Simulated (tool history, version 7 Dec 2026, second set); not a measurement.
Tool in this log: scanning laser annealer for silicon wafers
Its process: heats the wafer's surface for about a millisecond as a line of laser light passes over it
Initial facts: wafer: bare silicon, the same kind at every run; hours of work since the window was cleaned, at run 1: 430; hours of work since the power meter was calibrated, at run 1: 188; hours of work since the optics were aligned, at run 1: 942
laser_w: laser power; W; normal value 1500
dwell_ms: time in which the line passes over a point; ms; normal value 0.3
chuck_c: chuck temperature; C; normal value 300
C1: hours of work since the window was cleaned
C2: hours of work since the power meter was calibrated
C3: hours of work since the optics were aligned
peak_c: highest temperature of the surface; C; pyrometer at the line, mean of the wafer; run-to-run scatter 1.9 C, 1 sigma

{"run": 1, "hour": 0.0, "laser_w": 1500, "dwell_ms": 0.3, "chuck_c": 300, "C1": 430, "C2": 188, "C3": 942, "peak_c": 1085}
{"run": 2, "hour": 17.7, "laser_w": 1500, "dwell_ms": 0.3, "chuck_c": 300, "C1": 437, "C2": 195, "C3": 949, "peak_c": 1089}
{"run": 3, "hour": 37.4, "laser_w": 1500, "dwell_ms": 0.3, "chuck_c": 287, "C1": 445, "C2": 203, "C3": 957, "peak_c": 1071}
{"run": 4, "hour": 57.0, "laser_w": 1500, "dwell_ms": 0.3, "chuck_c": 287, "C1": 453, "C2": 211, "C3": 965, "peak_c": 1069}
{"run": 5, "hour": 68.0, "laser_w": 1500, "dwell_ms": 0.3, "chuck_c": 287, "C1": 458, "C2": 216, "C3": 969, "peak_c": 1071}
{"run": 6, "hour": 91.9, "laser_w": 1500, "dwell_ms": 0.3, "chuck_c": 287, "C1": 467, "C2": 226, "C3": 979, "peak_c": 1072}
{"run": 7, "hour": 103.3, "laser_w": 1500, "dwell_ms": 0.3, "chuck_c": 300, "C1": 472, "C2": 230, "C3": 984, "peak_c": 1084}
{"run": 8, "hour": 119.9, "laser_w": 1500, "dwell_ms": 0.312, "chuck_c": 300, "C1": 479, "C2": 237, "C3": 991, "peak_c": 1102}
{"run": 9, "hour": 135.4, "laser_w": 1500, "dwell_ms": 0.312, "chuck_c": 300, "C1": 485, "C2": 244, "C3": 997, "peak_c": 1100}
{"run": 10, "hour": 151.4, "laser_w": 1500, "dwell_ms": 0.312, "chuck_c": 300, "C1": 492, "C2": 250, "C3": 1004, "peak_c": 1100}
{"run": 11, "hour": 175.0, "laser_w": 1500, "dwell_ms": 0.312, "chuck_c": 300, "C1": 501, "C2": 260, "C3": 1013, "peak_c": 1100}
{"run": 12, "hour": 187.3, "laser_w": 1500, "dwell_ms": 0.239, "chuck_c": 300, "C1": 506, "C2": 265, "C3": 1018, "peak_c": 988}
{"run": 13, "hour": 203.2, "laser_w": 1500, "dwell_ms": 0.239, "chuck_c": 300, "C1": 513, "C2": 271, "C3": 1025, "peak_c": 986}
{"run": 14, "hour": 216.2, "laser_w": 1500, "dwell_ms": 0.239, "chuck_c": 300, "C1": 518, "C2": 277, "C3": 1030, "peak_c": 987}
{"run": 15, "hour": 240.5, "laser_w": 1500, "dwell_ms": 0.239, "chuck_c": 300, "C1": 528, "C2": 287, "C3": 1040, "peak_c": 980}
{"run": 16, "hour": 252.9, "laser_w": 1478, "dwell_ms": 0.358, "chuck_c": 300, "C1": 533, "C2": 292, "C3": 1045, "peak_c": 1144}
{"run": 17, "hour": 265.6, "laser_w": 1500, "dwell_ms": 0.256, "chuck_c": 300, "C1": 538, "C2": 297, "C3": 1050, "peak_c": 1012}

Branching from run 17: 4 alternative next runs. What would each branch give?
{"run": "A", "hour": 285.8, "laser_w": 1573, "dwell_ms": 0.353, "chuck_c": 271, "C1": 547, "C2": 305, "C3": 1059, "peak_c": "?"}
{"run": "B", "hour": 285.8, "laser_w": 1616, "dwell_ms": 0.263, "chuck_c": 300, "C1": 547, "C2": 305, "C3": 1059, "peak_c": "?"}
{"run": "C", "hour": 285.8, "laser_w": 1515, "dwell_ms": 0.3, "chuck_c": 300, "C1": 547, "C2": 305, "C3": 1059, "peak_c": "?"}
{"run": "D", "hour": 285.8, "laser_w": 1350, "dwell_ms": 0.256, "chuck_c": 300, "C1": 547, "C2": 305, "C3": 1059, "peak_c": "?"}

run=A peak_c=1177
run=B peak_c=1094
run=C peak_c=1087
run=D peak_c=925
What these runs would have given with no unlogged condition in the tool:
run=A peak_c=1218
run=B peak_c=1130
run=C peak_c=1123
run=D peak_c=953
